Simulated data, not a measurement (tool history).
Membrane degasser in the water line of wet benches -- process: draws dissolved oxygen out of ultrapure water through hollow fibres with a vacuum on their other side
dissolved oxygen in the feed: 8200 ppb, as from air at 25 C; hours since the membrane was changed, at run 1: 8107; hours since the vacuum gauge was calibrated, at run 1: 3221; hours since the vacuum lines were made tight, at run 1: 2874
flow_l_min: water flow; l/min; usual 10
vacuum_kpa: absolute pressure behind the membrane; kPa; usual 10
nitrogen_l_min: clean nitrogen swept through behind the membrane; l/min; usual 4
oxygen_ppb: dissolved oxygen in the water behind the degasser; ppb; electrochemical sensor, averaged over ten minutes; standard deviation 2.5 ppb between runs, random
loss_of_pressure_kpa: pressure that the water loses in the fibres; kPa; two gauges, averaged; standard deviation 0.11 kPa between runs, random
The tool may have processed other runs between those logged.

run	hour	flow_l_min	vacuum_kpa	nitrogen_l_min	hours since the membrane was changed	hours since the vacuum gauge was calibrated	hours since the vacuum lines were made tight	oxygen_ppb	loss_of_pressure_kpa
1	0	10	10	4	8107	3221	2874	245.3	29.75
2	130.6	10	10	4	8238	3352	3005	247.9	29.4
3	329.5	10	10	4	8437	3551	3204	246.3	29.69
4	578.2	10	10	4	8685	3799	3452	242.8	29.87
5	739.2	10	10	4	8846	3960	3613	240.8	29.7
6	990.7	10	10	4	9098	4212	3865	246.3	29.71
7	1107.9	10	10	4	9215	4329	3982	242.3	29.6
8	1247	10	10	4	9354	4468	4121	245	29.44
# hour 1393.2: vacuum gauge calibrated
9	1395.5	10	14.3	4	9502	2	4269	266.3	29.58
10	1517.9	10	14.3	4	9625	125	4392	263.6	29.55
11	1734.8	10	14.3	4	9841	342	4608	269.7	29.6
12	1883	10	14.3	4	9990	490	4757	271.5	29.56
13	2028.7	10	14.3	4	10135	636	4902	268.4	29.67
14	2276.8	13	14.3	6.24	10383	884	5150	325.4	38.45
15	2484.8	15	16.1	6.24	10591	1092	5358	397.9	44.12
16	2719.3	15	16.1	6.24	10826	1326	5593	397.5	44.19
17	2932.7	15	16.1	6.24	11039	1539	5806	399.2	44.41
18	3118.6	15	24.5	5.6	11225	1725	5992	452.5	44.27
19	3238.5	15	13.3	2.55	11345	1845	6112	455.8	44.2
20	3361.2	10	17.6	4	11468	1968	6235	292.8	29.48
21	3582.3	11	14.7	4	11689	2189	6456	301.8	32.42
22	3743.6	11	14.7	4	11850	2350	6617	299.5	32.24

4 ways to go on from here, each from the tool as it stands after run 22. What would each give?
A	3914.4	7	6.9	9.58	12021	2521	6788	?	?
B	3914.4	11	10.8	4	12021	2521	6788	?	?
C	3914.4	12	13.6	4.76	12021	2521	6788	?	?
D	3914.4	10	10.1	4	12021	2521	6788	?	?

run	oxygen_ppb	loss_of_pressure_kpa
A	136.1	20.52
B	278.5	32.28
C	318.7	35.2
D	241.2	29.33
With no hidden state in the tool, these same runs would have given:
run	oxygen_ppb	loss_of_pressure_kpa
A	135.6	20.81
B	277.9	32.73
C	318	35.69
D	240.6	29.74
